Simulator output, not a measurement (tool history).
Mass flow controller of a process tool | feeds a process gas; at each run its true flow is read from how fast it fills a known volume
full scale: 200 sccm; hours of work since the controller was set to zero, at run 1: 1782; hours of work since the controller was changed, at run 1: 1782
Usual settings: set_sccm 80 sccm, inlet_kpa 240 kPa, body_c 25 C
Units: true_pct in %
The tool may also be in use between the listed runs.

| run | day | set_sccm | inlet_kpa | body_c | hours of work since the controller was set to zero | hours of work since the controller was changed | true_pct |
|---|---|---|---|---|---|---|---|
| 1 | 0.000 | 80 | 240 | 25 | 1782 | 1782 | 98.64 |
| 2 | 7.375 | 80 | 240 | 38 | 1840 | 1840 | 97.62 |
| 3 | 13.458 | 80 | 240 | 38 | 1888 | 1888 | 97.68 |
| 4 | 20.025 | 80 | 237 | 25 | 1940 | 1940 | 98.50 |
| 5 | 24.562 | 80 | 237 | 25 | 1976 | 1976 | 98.55 |
| 6 | 32.642 | 80 | 240 | 25 | 2040 | 2040 | 98.50 |
| 7 | 40.300 | 80 | 240 | 25 | 2100 | 2100 | 98.48 |
| 8 | 47.412 | 80 | 240 | 25 | 2157 | 2157 | 98.43 |
| 9 | 51.558 | 80 | 240 | 25 | 2189 | 2189 | 98.41 |
| 10 | 58.717 | 80 | 243 | 25 | 2246 | 2246 | 98.49 |
| 11 | 63.571 | 80 | 243 | 25 | 2284 | 2284 | 98.45 |
| 12 | 67.833 | 80 | 243 | 36 | 2318 | 2318 | 97.55 |
| 13 | 71.821 | 80 | 243 | 36 | 2350 | 2350 | 97.59 |
| 14 | 76.604 | 80 | 243 | 36 | 2387 | 2387 | 97.62 |
| 15 | 84.446 | 80 | 243 | 36 | 2449 | 2449 | 97.60 |
| 16 | 90.208 | 80 | 243 | 36 | 2495 | 2495 | 97.54 |
| 17 | 94.496 | 80 | 243 | 36 | 2529 | 2529 | 97.57 |
| 18 | 99.108 | 80 | 243 | 36 | 2565 | 2565 | 97.43 |
| 19 | 108.525 | 33 | 240 | 25 | 2640 | 2640 | 97.75 |
| 20 | 114.688 | 33 | 240 | 25 | 2688 | 2688 | 97.62 |
| 21 | 122.921 | 33 | 240 | 25 | 2753 | 2753 | 97.63 |
| 22 | 130.167 | 33 | 240 | 24 | 2811 | 2811 | 97.62 |
| 23 | 138.925 | 33 | 240 | 34 | 2880 | 2880 | 97.02 |
| 24 | 147.062 | 33 | 240 | 34 | 2944 | 2944 | 96.96 |
| 25 | 152.829 | 33 | 240 | 34 | 2990 | 2990 | 96.88 |
| 26 | 162.279 | 33 | 240 | 34 | 3065 | 3065 | 96.85 |
| 27 | 171.654 | 28 | 157 | 25 | 3139 | 3139 | 97.18 |
| 28 | 179.696 | 155 | 180 | 25 | 3202 | 3202 | 98.90 |
| 29 | 185.929 | 22 | 250 | 22 | 3251 | 3251 | 97.67 |
| 30 | 193.475 | 22 | 250 | 22 | 3311 | 3311 | 97.65 |
| 31 | 201.808 | 22 | 250 | 22 | 3377 | 3377 | 97.54 |
| 32 | 209.025 | 32 | 243 | 22 | 3434 | 3434 | 97.71 |
| 33 | 215.608 | 32 | 141 | 22 | 3486 | 3486 | 97.36 |
| 34 | 219.917 | 80 | 240 | 37 | 3520 | 3520 | 97.01 |
| 35 | 226.508 | 69 | 169 | 37 | 3572 | 3572 | 96.70 |
| 36 | 231.333 | 68 | 169 | 37 | 3610 | 3610 | 96.67 |
| 37 | 235.421 | 68 | 169 | 37 | 3643 | 3643 | 96.63 |
| 38 | 240.450 | 68 | 169 | 37 | 3682 | 3682 | 96.44 |
| 39 | 247.175 | 27 | 237 | 25 | 3736 | 3736 | 97.17 |
|  | 249.179 | gauge calibrated |
| 40 | 253.192 | 94 | 189 | 26 | 3783 | 3783 | 98.63 |
| 41 | 259.721 | 94 | 189 | 26 | 3835 | 3835 | 98.41 |
| 42 | 265.154 | 94 | 189 | 26 | 3878 | 3878 | 98.51 |

Hidden state or all else? Some run-to-run changes of true_pct, split into what the settings, what came in and random variation would give without the hidden state, and what is left for the hidden state (with any gauge scatter that isn't in both results):
The hidden state here: flow at rest that the sensor doesn't see, % of full scale; true flow over the shown one, %; drift of the gauge itself on true_pct, %.
Run 27 -> 28: set_sccm 28 -> 155, inlet_kpa 157 -> 180. true_pct +1.72 %: hidden state -0.06, all else +1.78.
Run 28 -> 29: set_sccm 155 -> 22, inlet_kpa 180 -> 250, body_c 25 -> 22. true_pct -1.23 %: hidden state +0.03, all else -1.26.
Run 31 -> 32: set_sccm 22 -> 32, inlet_kpa 250 -> 243. true_pct +0.17 %: hidden state -0.04, all else +0.21.
Run 39 -> 40: set_sccm 27 -> 94, inlet_kpa 237 -> 189, body_c 25 -> 26, gauge calibrated. true_pct +1.46 %: hidden state +0.62, all else +0.84.
